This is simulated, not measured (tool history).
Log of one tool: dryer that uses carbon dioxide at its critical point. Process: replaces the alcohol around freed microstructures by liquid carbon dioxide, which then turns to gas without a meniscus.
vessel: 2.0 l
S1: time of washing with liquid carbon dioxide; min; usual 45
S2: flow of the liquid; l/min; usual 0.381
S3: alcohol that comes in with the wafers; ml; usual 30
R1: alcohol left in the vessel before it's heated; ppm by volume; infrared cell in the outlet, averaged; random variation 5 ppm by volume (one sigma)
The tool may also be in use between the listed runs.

run,day,S1,S2,S3,R1
1,0.000,45,0.381,30,146
2,0.492,45,0.381,32,148
3,1.283,45,0.381,32,156
4,2.488,45,0.381,32,170
5,3.496,45,0.381,30,170
6,4.204,45,0.381,30,172
7,4.712,45,0.381,30,182
8,5.238,45,0.381,30,169
9,5.996,45,0.381,30,178
10,6.483,45,0.381,30,180
11,7.312,36,0.381,30,257
12,8.138,36,0.381,30,259
13,9.017,36,0.381,30,269
14,10.075,41,0.304,85,665
15,10.962,35,0.611,32,181
# day 11.396: inlet filter changed
16,11.900,35,0.366,32,299
17,12.925,35,0.366,32,303
18,14.038,35,0.366,32,316
19,14.825,57,0.510,32,185
20,15.821,51,0.381,30,206
21,16.996,47,0.635,42,197
22,18.167,43,0.417,78,239
23,19.158,43,0.417,78,260
24,19.850,29,0.315,21,574
25,20.471,48,0.302,94,446

Forecast each of these 3 alternatives for the next run:
A,21.546,42,0.307,60,?
B,21.546,62,0.447,94,?
C,21.546,48,0.247,106,?

run,R1
A,509
B,228
C,1003
Without the tool's hidden state the same runs would have given:
run,R1
A,233
B,12
C,632
